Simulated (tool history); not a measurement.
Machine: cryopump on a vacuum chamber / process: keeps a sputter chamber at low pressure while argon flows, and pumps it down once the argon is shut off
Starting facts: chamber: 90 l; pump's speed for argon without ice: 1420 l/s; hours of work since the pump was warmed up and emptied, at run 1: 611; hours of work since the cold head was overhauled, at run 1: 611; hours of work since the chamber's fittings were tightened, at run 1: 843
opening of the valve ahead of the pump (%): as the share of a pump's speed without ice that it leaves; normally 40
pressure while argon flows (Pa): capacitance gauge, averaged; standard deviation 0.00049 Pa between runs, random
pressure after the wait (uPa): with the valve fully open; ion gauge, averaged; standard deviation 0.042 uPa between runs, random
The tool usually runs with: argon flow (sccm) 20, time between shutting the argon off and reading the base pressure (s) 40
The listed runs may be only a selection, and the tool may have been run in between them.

run,hour,argon flow (sccm),time between shutting the argon off and reading the base pressure (s),opening of the valve ahead of the pump (%),hours of work since the pump was warmed up and emptied,hours of work since the cold head was overhauled,hours of work since the chamber's fittings were tightened,pressure while argon flows (Pa),pressure after the wait (uPa)
1,0,20,40,40,611,611,843,0.0642,2.89
2,19.1,20,40,40,624,624,857,0.0642,2.86
3,41.3,20,40,40,640,640,873,0.0651,3.02
4,51.8,20,40,40,648,648,880,0.0643,2.92
5,65.9,20,40,40,658,658,890,0.0645,2.92
6,81.1,20,40,40,669,669,901,0.0657,2.97
7,98.5,20,24,40,681,681,914,0.0648,4.38
8,111.6,20,24,40,690,690,923,0.0655,4.41
9,135.6,20,24,38,707,707,940,0.069,4.42
10,155.8,20,24,21,722,722,954,0.119,4.42
11,177.6,33,54,21,737,737,970,0.1979,2.43
12,187.5,33,54,21,744,744,977,0.1969,2.46
13,209.5,22,54,21,760,760,992,0.1319,2.52
14,221.9,22,62,15,769,769,1001,0.1826,2.23
15,235.4,22,62,15,778,778,1011,0.1836,2.26
16,247.8,15,62,15,787,787,1020,0.1247,2.28
# hour 255.6: pump warmed up, emptied and cooled again
17,277.1,20,112,40,15,804,1037,0.0601,1.44

Difference, measured minus no-hidden-state, one row per run. Run-to-run variation is common to both terms; the gauge's own scatter need not be:
Hidden conditions of the tool in this case: pump's speed, % of a pump's without ice; cold plate's temperature, K; leak into the chamber, uPa l/s; drift of the gauge itself on working_pa, %; drift of the gauge itself on base_upa, %.
run,pressure while argon flows (Pa),pressure after the wait (uPa)
1,+0.0051,+0.48
2,+0.0052,+0.49
3,+0.0054,+0.51
4,+0.0054,+0.51
5,+0.0056,+0.51
6,+0.0057,+0.53
7,+0.0058,+0.53
8,+0.0059,+0.54
9,+0.0062,+0.56
10,+0.0063,+0.56
11,+0.0107,+0.58
12,+0.0107,+0.59
13,+0.0074,+0.62
14,+0.0075,+0.61
15,+0.0076,+0.61
16,+0.0052,+0.63
17,+0.0005,+0.45
